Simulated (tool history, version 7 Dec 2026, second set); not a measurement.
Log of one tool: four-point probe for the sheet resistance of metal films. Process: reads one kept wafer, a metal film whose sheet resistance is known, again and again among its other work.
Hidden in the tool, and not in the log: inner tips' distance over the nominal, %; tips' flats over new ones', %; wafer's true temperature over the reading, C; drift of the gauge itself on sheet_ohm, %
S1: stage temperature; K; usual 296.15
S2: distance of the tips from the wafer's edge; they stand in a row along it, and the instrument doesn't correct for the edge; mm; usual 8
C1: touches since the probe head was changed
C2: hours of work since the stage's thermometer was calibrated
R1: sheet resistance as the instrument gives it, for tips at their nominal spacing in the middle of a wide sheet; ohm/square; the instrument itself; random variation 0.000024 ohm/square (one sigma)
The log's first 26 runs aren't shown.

Run 27, hour 2760.0: usual settings but S1 295.15 K, S2 23 mm; C1 117270; C2 810. Result: R1 0.119586 ohm/square.
Run 28, hour 2884.9: usual settings but S1 295.15 K, S2 23 mm; C1 120100; C2 882. Result: R1 0.119576 ohm/square.
Run 29, hour 3003.7: usual settings but S1 295.15 K, S2 23 mm; C1 122791; C2 950. Result: R1 0.119531 ohm/square.
Run 30, hour 3105.1: usual settings but S1 302.15 K, S2 39 mm; C1 125086; C2 1008. Result: R1 0.119411 ohm/square.
Run 31, hour 3241.5: usual settings but S1 297.15 K, S2 15 mm; C1 128177; C2 1087. Result: R1 0.119583 ohm/square.
Run 32, hour 3380.8: usual settings but S1 297.15 K, S2 15 mm; C1 131332; C2 1167. Result: R1 0.119580 ohm/square.
Run 33, hour 3513.2: usual settings but S1 301.15 K, S2 67 mm; C1 134330; C2 1243. Result: R1 0.119477 ohm/square.
Run 34, hour 3595.6: usual settings but S1 305.15 K, S2 14 mm; C1 136196; C2 1290. Result: R1 0.119527 ohm/square.
Run 35, hour 3735.8: usual settings but S2 6 mm; C1 139371; C2 1371. Result: R1 0.119939 ohm/square.
Run 36, hour 3819.8: usual settings but S2 5 mm; C1 141275; C2 1419. Result: R1 0.120164 ohm/square.
Run 37, hour 3920.0: usual settings but S1 299.15 K, S2 35 mm; C1 143544; C2 1477. Result: R1 0.119534 ohm/square.
Run 38, hour 3988.2: usual settings but S1 299.15 K, S2 35 mm; C1 145089; C2 1516. Result: R1 0.119503 ohm/square.
At hour 4008.5: stage's thermometer calibrated.
Run 39, hour 4133.1: usual settings but S1 307.15 K, S2 4 mm; C1 148359; C2 72. Result: R1 0.120377 ohm/square.
Run 40, hour 4248.9: usual settings but S1 307.15 K, S2 4 mm; C1 150981; C2 138. Result: R1 0.120426 ohm/square.
Run 41, hour 4357.8: usual settings but S1 301.15 K, S2 10 mm; C1 153447; C2 201. Result: R1 0.119638 ohm/square.
Run 42, hour 4458.9: usual settings but S1 305.15 K, S2 22 mm; C1 155737; C2 259. Result: R1 0.119414 ohm/square.
Run 43, hour 4537.6: usual settings but S1 305.15 K, S2 22 mm; C1 157521; C2 304. Result: R1 0.119451 ohm/square.
Run 44, hour 4678.4: usual settings but S1 304.15 K, S2 3 mm; C1 160710; C2 385. Result: R1 0.121194 ohm/square.
Run 45, hour 4820.0: usual settings but S2 71 mm; C1 163916; C2 466. Result: R1 0.119522 ohm/square.

Forecast each of these 3 alternatives for the next run:
Run A, hour 4903.6: usual settings but S1 292.15 K, S2 71 mm; C1 165811; C2 514. Result: R1 ?.
Run B, hour 4903.6: usual settings but S1 300.15 K, S2 33 mm; C1 165811; C2 514. Result: R1 ?.
Run C, hour 4903.6: usual settings but S1 305.15 K; C1 165811; C2 514. Result: R1 ?.

run        R1
  A  0.119516
  B  0.119523
  C  0.119694
Without the tool's hidden state the same runs would have given:
run        R1
  A  0.119509
  B  0.119516
  C  0.119687
